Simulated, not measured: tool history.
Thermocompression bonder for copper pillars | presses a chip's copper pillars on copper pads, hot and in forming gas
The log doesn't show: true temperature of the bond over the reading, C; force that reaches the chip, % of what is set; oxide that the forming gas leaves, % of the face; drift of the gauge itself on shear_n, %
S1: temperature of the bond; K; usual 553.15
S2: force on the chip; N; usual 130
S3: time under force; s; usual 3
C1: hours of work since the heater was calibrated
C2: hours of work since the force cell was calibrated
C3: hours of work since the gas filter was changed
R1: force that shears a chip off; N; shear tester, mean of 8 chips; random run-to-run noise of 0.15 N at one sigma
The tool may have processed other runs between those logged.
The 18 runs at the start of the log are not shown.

run 19 hour=229.7 | S1=553.15 S2=130 S3=3 | C1=588 C2=245 C3=21 | R1=42.5
run 20 hour=238.0 | S1=553.15 S2=130 S3=3 | C1=592 C2=250 C3=25 | R1=42.4
run 21 hour=253.1 | S1=553.15 S2=130 S3=3 | C1=600 C2=257 C3=33 | R1=42.0
run 22 hour=269.5 | S1=553.15 S2=130 S3=3 | C1=608 C2=266 C3=41 | R1=42.4
run 23 hour=280.4 | S1=553.15 S2=130 S3=3 | C1=614 C2=271 C3=47 | R1=42.0
run 24 hour=291.5 | S1=553.15 S2=130 S3=3 | C1=620 C2=277 C3=52 | R1=42.1
run 25 hour=304.9 | S1=548.15 S2=79 S3=2 | C1=627 C2=284 C3=59 | R1=18.3
-- hour=307.8 gauge calibrated
run 26 hour=314.9 | S1=548.15 S2=79 S3=2 | C1=632 C2=289 C3=64 | R1=19.0
run 27 hour=326.9 | S1=542.15 S2=137 S3=2 | C1=638 C2=295 C3=70 | R1=33.1
run 28 hour=340.3 | S1=559.15 S2=121 S3=6 | C1=645 C2=302 C3=77 | R1=55.4
run 29 hour=353.6 | S1=553.15 S2=163 S3=3 | C1=652 C2=309 C3=84 | R1=53.8
run 30 hour=361.0 | S1=558.15 S2=190 S3=7 | C1=655 C2=313 C3=88 | R1=81.1
run 31 hour=374.5 | S1=582.15 S2=126 S3=2 | C1=662 C2=320 C3=95 | R1=51.1
run 32 hour=385.1 | S1=582.15 S2=126 S3=2 | C1=668 C2=325 C3=100 | R1=51.2
run 33 hour=396.9 | S1=528.15 S2=88 S3=2 | C1=674 C2=331 C3=106 | R1=15.3
run 34 hour=411.3 | S1=558.15 S2=167 S3=6 | C1=681 C2=338 C3=114 | R1=71.5
run 35 hour=426.1 | S1=558.15 S2=167 S3=6 | C1=689 C2=346 C3=121 | R1=71.3
-- hour=427.6 forming gas filter changed
run 36 hour=444.1 | S1=558.15 S2=167 S3=6 | C1=698 C2=355 C3=8 | R1=71.4
run 37 hour=456.8 | S1=553.15 S2=130 S3=7 | C1=704 C2=361 C3=15 | R1=57.6
run 38 hour=471.1 | S1=553.15 S2=130 S3=2 | C1=712 C2=369 C3=22 | R1=36.4
run 39 hour=487.6 | S1=553.15 S2=159 S3=3 | C1=720 C2=377 C3=31 | R1=52.2

Consider 5 possible next runs. They are alternatives, not a sequence: every one starts from the tool as it was left by run 39. What does each give?
run A hour=499.7 | S1=577.15 S2=130 S3=3 | C1=726 C2=383 C3=37 | R1=?
run B hour=499.7 | S1=542.15 S2=121 S3=3 | C1=726 C2=383 C3=37 | R1=?
run C hour=499.7 | S1=544.15 S2=159 S3=3 | C1=726 C2=383 C3=37 | R1=?
run D hour=499.7 | S1=537.15 S2=87 S3=3 | C1=726 C2=383 C3=37 | R1=?
run E hour=499.7 | S1=543.15 S2=113 S3=3 | C1=726 C2=383 C3=37 | R1=?

run=A R1=56.9
run=B R1=33.6
run=C R1=46.3
run=D R1=21.0
run=E R1=31.6
With the hidden condition removed and each run's random variation left untouched, the same runs would have given:
run=A R1=57.7
run=B R1=34.0
run=C R1=46.8
run=D R1=21.2
run=E R1=32.0
